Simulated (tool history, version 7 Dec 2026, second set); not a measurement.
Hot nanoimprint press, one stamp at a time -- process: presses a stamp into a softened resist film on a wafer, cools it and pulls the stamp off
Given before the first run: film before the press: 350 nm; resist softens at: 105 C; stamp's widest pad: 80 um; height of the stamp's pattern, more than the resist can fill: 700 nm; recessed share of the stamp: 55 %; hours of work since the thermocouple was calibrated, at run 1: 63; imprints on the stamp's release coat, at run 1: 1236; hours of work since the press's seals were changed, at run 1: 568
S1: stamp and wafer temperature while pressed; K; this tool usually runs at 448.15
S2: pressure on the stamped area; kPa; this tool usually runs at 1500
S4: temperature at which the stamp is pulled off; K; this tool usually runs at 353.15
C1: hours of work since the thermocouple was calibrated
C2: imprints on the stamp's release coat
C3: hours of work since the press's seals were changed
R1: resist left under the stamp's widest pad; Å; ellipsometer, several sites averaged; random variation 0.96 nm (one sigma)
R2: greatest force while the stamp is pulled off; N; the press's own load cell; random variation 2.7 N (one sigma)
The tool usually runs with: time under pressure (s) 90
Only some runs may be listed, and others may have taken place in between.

Run 1, day 0.000: usual settings; C1 63; C2 1236; C3 568. Result: R1 1381 Å, R2 180 N.
Run 2, day 1.554: usual settings; C1 88; C2 1314; C3 592. Result: R1 1385 Å, R2 178 N.
Run 3, day 2.533: usual settings; C1 104; C2 1363; C3 608. Result: R1 1370 Å, R2 186 N.
Run 4, day 3.379: usual settings; C1 117; C2 1405; C3 622. Result: R1 1377 Å, R2 177 N.
Run 5, day 4.408: usual settings; C1 133; C2 1457; C3 638. Result: R1 1353 Å, R2 185 N.
Run 6, day 5.312: usual settings; C1 148; C2 1502; C3 652. Result: R1 1370 Å, R2 190 N.
At day 6.462: stamp cleaned and given a new release coat.
Run 7, day 6.979: usual settings; C1 170; C2 26; C3 675. Result: R1 1347 Å, R2 124 N.
Run 8, day 8.029: usual settings; C1 187; C2 79; C3 692. Result: R1 1350 Å, R2 119 N.
Run 9, day 8.925: usual settings; C1 201; C2 124; C3 706. Result: R1 1343 Å, R2 120 N.
Run 10, day 10.362: usual settings; C1 224; C2 196; C3 729. Result: R1 1349 Å, R2 133 N.
Run 11, day 12.088: usual settings; C1 252; C2 282; C3 756. Result: R1 1350 Å, R2 129 N.
Run 12, day 13.238: usual settings but S2 1940 kPa; C1 270; C2 340; C3 775. Result: R1 1218 Å, R2 135 N.
Run 13, day 14.596: usual settings but S2 1940 kPa; C1 292; C2 408; C3 796. Result: R1 1199 Å, R2 136 N.
Run 14, day 15.417: usual settings but S2 1940 kPa; C1 305; C2 449; C3 809. Result: R1 1182 Å, R2 134 N.
Run 15, day 16.733: usual settings but S2 1940 kPa; C1 326; C2 515; C3 830. Result: R1 1195 Å, R2 134 N.
Run 16, day 18.225: usual settings but S1 460.15 K, time under pressure (s) 148; C1 350; C2 590; C3 854. Result: R1 589 Å, R2 140 N.
Run 17, day 19.662: usual settings but S1 460.15 K, time under pressure (s) 148; C1 373; C2 662; C3 877. Result: R1 586 Å, R2 147 N.
Run 18, day 20.433: usual settings but S1 460.15 K, S2 2310 kPa, time under pressure (s) 148, S4 351.15 K; C1 385; C2 701; C3 889. Result: R1 481 Å, R2 157 N.
Run 19, day 22.188: usual settings but S2 1510 kPa; C1 413; C2 789; C3 917. Result: R1 1319 Å, R2 156 N.
At day 23.238: plate thermocouple calibrated.
Run 20, day 23.238: usual settings but time under pressure (s) 139, S4 346.15 K; C1 0; C2 835; C3 932. Result: R1 1187 Å, R2 188 N.
Run 21, day 24.633: usual settings but S2 1670 kPa, time under pressure (s) 70, S4 346.15 K; C1 22; C2 905; C3 954. Result: R1 1505 Å, R2 188 N.
Run 22, day 26.142: usual settings but S2 1670 kPa, time under pressure (s) 70, S4 346.15 K; C1 46; C2 981; C3 978. Result: R1 1493 Å, R2 189 N.
Run 23, day 27.921: usual settings but S2 1670 kPa, time under pressure (s) 70, S4 346.15 K; C1 75; C2 1070; C3 1007. Result: R1 1488 Å, R2 199 N.
Run 24, day 28.954: usual settings but S2 1350 kPa, S4 339.15 K; C1 91; C2 1122; C3 1023. Result: R1 1471 Å, R2 233 N.
Run 25, day 30.425: usual settings but S1 459.15 K, S2 990 kPa, S4 359.15 K; C1 115; C2 1195; C3 1047. Result: R1 992 Å, R2 146 N.
Run 26, day 31.600: usual settings but S1 445.15 K, S2 2340 kPa, S4 340.15 K; C1 133; C2 1254; C3 1065. Result: R1 1364 Å, R2 236 N.
Run 27, day 32.450: usual settings but S1 445.15 K, S2 2340 kPa, S4 340.15 K; C1 147; C2 1297; C3 1079. Result: R1 1357 Å, R2 236 N.
Run 28, day 33.992: usual settings but S1 442.15 K, S2 1330 kPa, time under pressure (s) 73, S4 359.15 K; C1 171; C2 1374; C3 1103. Result: R1 2070 Å, R2 151 N.
Run 29, day 35.062: usual settings but S1 457.15 K, S4 347.15 K; C1 188; C2 1428; C3 1121. Result: R1 901 Å, R2 217 N.
Run 30, day 36.525: usual settings but S1 443.15 K, S2 1690 kPa, time under pressure (s) 164, S4 354.15 K; C1 212; C2 1501; C3 1144. Result: R1 1336 Å, R2 181 N.

Pick out some run-to-run changes in R1. Of each, how much would a tool without hidden state show as well, from the settings, what came in and chance, and how much is left for the hidden state and any gauge scatter not in both results compared?
What the log doesn't record here: true temperature over the reading, C; pressure that arrives at the usual setting, %; grip of the stamp's worn release coat, % over a new coat's; drift of the gauge itself on residual_nm, %; drift of the gauge itself on pull_off_n, %.
Run 18 -> 19: S1 460.15 -> 448.15, S2 2310 -> 1510, time under pressure (s) 148 -> 90, S4 351.15 -> 353.15. R1 +838 Å: hidden state -55, all else +893.
Run 19 -> 20: S2 1510 -> 1500, time under pressure (s) 90 -> 139, S4 353.15 -> 346.15, plate thermocouple calibrated. R1 -132 Å: hidden state +101, all else -233.
Run 27 -> 28: S1 445.15 -> 442.15, S2 2340 -> 1330, time under pressure (s) 90 -> 73, S4 340.15 -> 359.15. R1 +713 Å: hidden state -48, all else +761.
Run 28 -> 29: S1 442.15 -> 457.15, S2 1330 -> 1500, time under pressure (s) 73 -> 90, S4 359.15 -> 347.15. R1 -1169 Å: hidden state +9, all else -1178.
